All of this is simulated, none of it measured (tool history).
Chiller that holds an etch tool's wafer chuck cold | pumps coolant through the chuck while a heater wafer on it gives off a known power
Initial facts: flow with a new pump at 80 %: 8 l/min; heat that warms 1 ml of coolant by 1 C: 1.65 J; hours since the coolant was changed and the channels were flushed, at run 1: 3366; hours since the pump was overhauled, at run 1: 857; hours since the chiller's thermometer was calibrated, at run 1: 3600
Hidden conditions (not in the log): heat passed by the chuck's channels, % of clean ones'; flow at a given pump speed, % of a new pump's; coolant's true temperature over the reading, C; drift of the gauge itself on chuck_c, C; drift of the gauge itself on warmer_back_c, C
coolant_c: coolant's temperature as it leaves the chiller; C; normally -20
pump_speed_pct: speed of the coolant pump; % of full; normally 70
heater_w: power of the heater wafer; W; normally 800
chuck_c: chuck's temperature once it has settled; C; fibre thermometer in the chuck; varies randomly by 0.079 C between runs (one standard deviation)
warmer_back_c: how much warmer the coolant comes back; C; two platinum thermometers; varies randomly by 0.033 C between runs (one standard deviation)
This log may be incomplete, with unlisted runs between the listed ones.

run   hour  coolant_c  pump_speed_pct  heater_w  hours since the coolant was changed and the channels were flushed  hours since the pump was overhauled  hours since the chiller's thermometer was calibrated  chuck_c  warmer_back_c
  1      0        -20              70       800                                                               3366                                  857                                                  3600   -12.97           4.26
  2   34.9        -23              70       800                                                               3401                                  892                                                  3635   -15.85           4.22
  3   58.6        -23              70       800                                                               3424                                  915                                                  3659   -15.83           4.23
  4   88.7        -23              70       800                                                               3454                                  945                                                  3689   -15.82           4.24
  5  126.9        -28              70       800                                                               3493                                  984                                                  3727    -20.9           4.27
  6    163        -28              70       800                                                               3529                                 1020                                                  3763   -20.78           4.25
  7  202.6        -28              70       800                                                               3568                                 1059                                                  3803   -20.73           4.28
  8  253.5        -21              70       800                                                               3619                                 1110                                                  3854   -13.81           4.25
  9  300.4        -21              70       800                                                               3666                                 1157                                                  3901   -13.84           4.25
 10  353.2        -16              70       800                                                               3719                                 1210                                                  3953    -8.81           4.27
 11  402.1        -16              70       800                                                               3768                                 1259                                                  4002    -8.83           4.25
 12  445.5        -16              70       800                                                               3811                                 1302                                                  4046    -8.87            4.3
 13  496.3        -16              70       800                                                               3862                                 1353                                                  4096    -8.87           4.32
 14  537.5        -20              70       800                                                               3903                                 1394                                                  4138   -12.76           4.31
 15  567.2        -20              70       800                                                               3933                                 1424                                                  4167    -12.7           4.31
 16  619.9        -20              70       800                                                               3986                                 1477                                                  4220   -12.92           4.32
 17  649.9        -20              70       680                                                               4016                                 1507                                                  4250   -13.95           3.74
 18  674.3        -20              63       468                                                               4040                                 1531                                                  4274   -15.68            2.8
 19  716.5        -22              70       645                                                               4082                                 1573                                                  4317   -16.35           3.47
 20  751.2        -22              70       645                                                               4117                                 1608                                                  4351   -16.35            3.5

For run 21, what comes out?
     756.7  -- chiller's thermometer calibrated
 21  792.6        -20              89      1181                                                               4157                                 1648                                                    36        ?              ?

{"run 21": {"chuck_c": -11.54, "warmer_back_c": 4.94}}
Had the tool carried no hidden state, the very same run would have given chuck_c -11.39 C, warmer_back_c 4.76 C.

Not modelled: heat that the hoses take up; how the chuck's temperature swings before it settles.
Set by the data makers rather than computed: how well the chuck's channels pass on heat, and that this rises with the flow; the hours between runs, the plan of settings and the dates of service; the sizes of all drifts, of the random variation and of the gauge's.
